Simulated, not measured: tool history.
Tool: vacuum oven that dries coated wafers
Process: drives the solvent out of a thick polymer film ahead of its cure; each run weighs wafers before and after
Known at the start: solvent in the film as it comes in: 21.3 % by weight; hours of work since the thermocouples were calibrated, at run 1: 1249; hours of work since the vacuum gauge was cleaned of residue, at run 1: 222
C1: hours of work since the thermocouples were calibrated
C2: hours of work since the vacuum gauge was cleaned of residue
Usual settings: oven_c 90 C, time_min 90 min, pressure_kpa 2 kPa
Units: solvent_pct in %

run 1 day=0 | oven_c=90 time_min=90 pressure_kpa=2 | C1=1249 C2=222 | solvent_pct=2.34
-- day=0.992 oven's thermocouples calibrated
run 2 day=2.612 | oven_c=90 time_min=90 pressure_kpa=1.39 | C1=30 C2=268 | solvent_pct=2.63
run 3 day=3.779 | oven_c=90 time_min=90 pressure_kpa=1.39 | C1=51 C2=290 | solvent_pct=2.65
run 4 day=6.367 | oven_c=90 time_min=90 pressure_kpa=1.39 | C1=99 C2=337 | solvent_pct=2.61
run 5 day=7.683 | oven_c=90 time_min=65 pressure_kpa=2 | C1=123 C2=361 | solvent_pct=4.43
run 6 day=10.417 | oven_c=90 time_min=65 pressure_kpa=2 | C1=173 C2=412 | solvent_pct=4.41
run 7 day=13.021 | oven_c=94 time_min=90 pressure_kpa=2 | C1=221 C2=460 | solvent_pct=2.17
run 8 day=15.179 | oven_c=94 time_min=90 pressure_kpa=2 | C1=261 C2=499 | solvent_pct=2.15
run 9 day=17.267 | oven_c=90 time_min=90 pressure_kpa=3.03 | C1=299 C2=538 | solvent_pct=3.38
run 10 day=19.138 | oven_c=90 time_min=90 pressure_kpa=3.03 | C1=334 C2=572 | solvent_pct=3.4
run 11 day=21.646 | oven_c=90 time_min=90 pressure_kpa=3.03 | C1=380 C2=618 | solvent_pct=3.38
run 12 day=24.354 | oven_c=90 time_min=90 pressure_kpa=2 | C1=430 C2=668 | solvent_pct=2.88
run 13 day=27.079 | oven_c=90 time_min=134 pressure_kpa=2 | C1=480 C2=718 | solvent_pct=1.75
run 14 day=28.379 | oven_c=90 time_min=90 pressure_kpa=2 | C1=504 C2=742 | solvent_pct=2.87
run 15 day=30.138 | oven_c=90 time_min=90 pressure_kpa=2 | C1=536 C2=775 | solvent_pct=2.85
run 16 day=31.646 | oven_c=90 time_min=90 pressure_kpa=2 | C1=564 C2=803 | solvent_pct=2.86
run 17 day=33.329 | oven_c=90 time_min=90 pressure_kpa=2 | C1=595 C2=834 | solvent_pct=2.83
run 18 day=35.425 | oven_c=90 time_min=90 pressure_kpa=2 | C1=634 C2=872 | solvent_pct=2.84
run 19 day=37.908 | oven_c=90 time_min=90 pressure_kpa=2 | C1=679 C2=918 | solvent_pct=2.84
run 20 day=40.175 | oven_c=90 time_min=90 pressure_kpa=2 | C1=721 C2=959 | solvent_pct=2.83
run 21 day=41.804 | oven_c=90 time_min=90 pressure_kpa=2 | C1=751 C2=989 | solvent_pct=2.85
run 22 day=43.454 | oven_c=90 time_min=90 pressure_kpa=2 | C1=782 C2=1020 | solvent_pct=2.81
run 23 day=44.875 | oven_c=90 time_min=90 pressure_kpa=2 | C1=808 C2=1046 | solvent_pct=2.8
run 24 day=46.233 | oven_c=76 time_min=90 pressure_kpa=2 | C1=833 C2=1071 | solvent_pct=6.53
run 25 day=47.65 | oven_c=90 time_min=147 pressure_kpa=5.71 | C1=859 C2=1097 | solvent_pct=3.48
-- day=50.021 vacuum gauge cleaned of residue and calibrated
run 26 day=50.271 | oven_c=76 time_min=74 pressure_kpa=2 | C1=906 C2=5 | solvent_pct=7.3
run 27 day=52.396 | oven_c=76 time_min=74 pressure_kpa=2 | C1=945 C2=44 | solvent_pct=7.27
run 28 day=53.858 | oven_c=76 time_min=74 pressure_kpa=2 | C1=972 C2=71 | solvent_pct=7.26
run 29 day=55.75 | oven_c=90 time_min=73 pressure_kpa=2 | C1=1007 C2=105 | solvent_pct=3.4
run 30 day=58.438 | oven_c=105 time_min=120 pressure_kpa=2.37 | C1=1056 C2=155 | solvent_pct=0.76
run 31 day=60.829 | oven_c=90 time_min=112 pressure_kpa=6.2 | C1=1100 C2=199 | solvent_pct=3.85
run 32 day=63.221 | oven_c=90 time_min=111 pressure_kpa=6.2 | C1=1144 C2=243 | solvent_pct=3.89
run 33 day=64.95 | oven_c=90 time_min=90 pressure_kpa=3.15 | C1=1176 C2=275 | solvent_pct=3.06
run 34 day=66.542 | oven_c=86 time_min=131 pressure_kpa=1.68 | C1=1205 C2=304 | solvent_pct=1.87
run 35 day=67.954 | oven_c=86 time_min=131 pressure_kpa=1.68 | C1=1231 C2=330 | solvent_pct=1.85
run 36 day=69.804 | oven_c=79 time_min=102 pressure_kpa=6.54 | C1=1265 C2=364 | solvent_pct=7.41
-- day=70.067 oven's thermocouples calibrated
run 37 day=72.046 | oven_c=90 time_min=90 pressure_kpa=4.84 | C1=36 C2=404 | solvent_pct=4.41
run 38 day=74.258 | oven_c=90 time_min=90 pressure_kpa=4.84 | C1=77 C2=445 | solvent_pct=4.39
run 39 day=75.85 | oven_c=90 time_min=90 pressure_kpa=4.84 | C1=106 C2=474 | solvent_pct=4.38
run 40 day=77.754 | oven_c=98 time_min=57 pressure_kpa=4.98 | C1=142 C2=509 | solvent_pct=4.29
run 41 day=80.408 | oven_c=98 time_min=57 pressure_kpa=4.98 | C1=190 C2=558 | solvent_pct=4.29
run 42 day=81.796 | oven_c=98 time_min=57 pressure_kpa=4.98 | C1=216 C2=583 | solvent_pct=4.25
run 43 day=83.875 | oven_c=81 time_min=60 pressure_kpa=1.67 | C1=254 C2=622 | solvent_pct=7.37
run 44 day=86.592 | oven_c=90 time_min=90 pressure_kpa=1.63 | C1=304 C2=672 | solvent_pct=2.8
run 45 day=88.904 | oven_c=90 time_min=90 pressure_kpa=2.02 | C1=347 C2=714 | solvent_pct=2.99
run 46 day=90.358 | oven_c=102 time_min=90 pressure_kpa=2 | C1=373 C2=741 | solvent_pct=1.18
run 47 day=92.638 | oven_c=90 time_min=145 pressure_kpa=2 | C1=415 C2=783 | solvent_pct=1.7

4 ways to go on from here, each from the tool as it stands after run 47. What would each give?
run A day=95.321 | oven_c=91 time_min=90 pressure_kpa=2 | C1=465 C2=832 | solvent_pct=?
run B day=95.321 | oven_c=82 time_min=129 pressure_kpa=1.46 | C1=465 C2=832 | solvent_pct=?
run C day=95.321 | oven_c=102 time_min=156 pressure_kpa=2 | C1=465 C2=832 | solvent_pct=?
run D day=95.321 | oven_c=82 time_min=87 pressure_kpa=1.17 | C1=465 C2=832 | solvent_pct=?

run=A solvent_pct=2.71
run=B solvent_pct=2.97
run=C solvent_pct=0.88
run=D solvent_pct=4.62
Without the tool's hidden state the same runs would have given:
run=A solvent_pct=2.67
run=B solvent_pct=2.87
run=C solvent_pct=0.77
run=D solvent_pct=4.59
